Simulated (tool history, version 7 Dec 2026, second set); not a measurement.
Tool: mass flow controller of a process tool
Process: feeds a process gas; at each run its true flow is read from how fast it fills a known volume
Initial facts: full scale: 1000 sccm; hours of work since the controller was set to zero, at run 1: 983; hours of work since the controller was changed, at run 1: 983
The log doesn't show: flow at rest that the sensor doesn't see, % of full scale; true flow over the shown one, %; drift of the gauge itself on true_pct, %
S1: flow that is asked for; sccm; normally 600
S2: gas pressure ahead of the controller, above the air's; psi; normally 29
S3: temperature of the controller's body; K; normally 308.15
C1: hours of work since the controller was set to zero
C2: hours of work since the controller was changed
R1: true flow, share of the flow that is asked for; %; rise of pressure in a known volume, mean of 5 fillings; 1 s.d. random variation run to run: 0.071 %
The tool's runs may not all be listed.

| run | day | S1 | S2 | S3 | C1 | C2 | R1 |
|---|---|---|---|---|---|---|---|
| 1 | 0 | 600 | 29 | 308.15 | 983 | 983 | 100 |
| 2 | 3.817 | 600 | 29 | 308.15 | 1019 | 1019 | 99.92 |
| 3 | 6 | 600 | 24.8 | 308.15 | 1039 | 1039 | 99.81 |
| 4 | 7.617 | 117 | 24.8 | 308.15 | 1055 | 1055 | 99.85 |
| 5 | 9.667 | 117 | 24.8 | 308.15 | 1074 | 1074 | 99.76 |
| 6 | 13.471 | 600 | 37.7 | 308.15 | 1109 | 1109 | 100.42 |
| 7 | 15.862 | 600 | 37.7 | 308.15 | 1132 | 1132 | 100.41 |
| 8 | 19.617 | 600 | 29 | 308.15 | 1167 | 1167 | 99.95 |
| 9 | 22.229 | 165 | 29 | 308.15 | 1191 | 1191 | 99.8 |
| 10 | 26.075 | 165 | 29 | 308.15 | 1227 | 1227 | 99.7 |
| 11 | 28.046 | 165 | 29 | 308.15 | 1246 | 1246 | 99.66 |
| 12 | 30.812 | 165 | 29 | 308.15 | 1272 | 1272 | 99.74 |
| 13 | 33.408 | 165 | 29 | 308.15 | 1296 | 1296 | 99.7 |
| 14 | 36.321 | 600 | 29 | 298.15 | 1323 | 1323 | 99.51 |
| 15 | 39.104 | 458 | 29 | 308.15 | 1349 | 1349 | 99.81 |
| 16 | 41.138 | 600 | 29 | 300.15 | 1368 | 1368 | 99.64 |
| 17 | 43.696 | 600 | 21.6 | 300.15 | 1392 | 1392 | 99.43 |
| 18 | 46.575 | 201 | 37.3 | 308.15 | 1419 | 1419 | 100.12 |
| 19 | 48.938 | 114 | 24.8 | 313.15 | 1441 | 1441 | 100.55 |

What does the tool deliver on the next run?
| 20 | 50.946 | 197 | 29 | 306.15 | 1460 | 1460 | ? |

{"run 20": {"R1": 99.67}}
Were there no unlogged condition in the tool, this run, its random variation unchanged, would have produced R1 98.25 %.
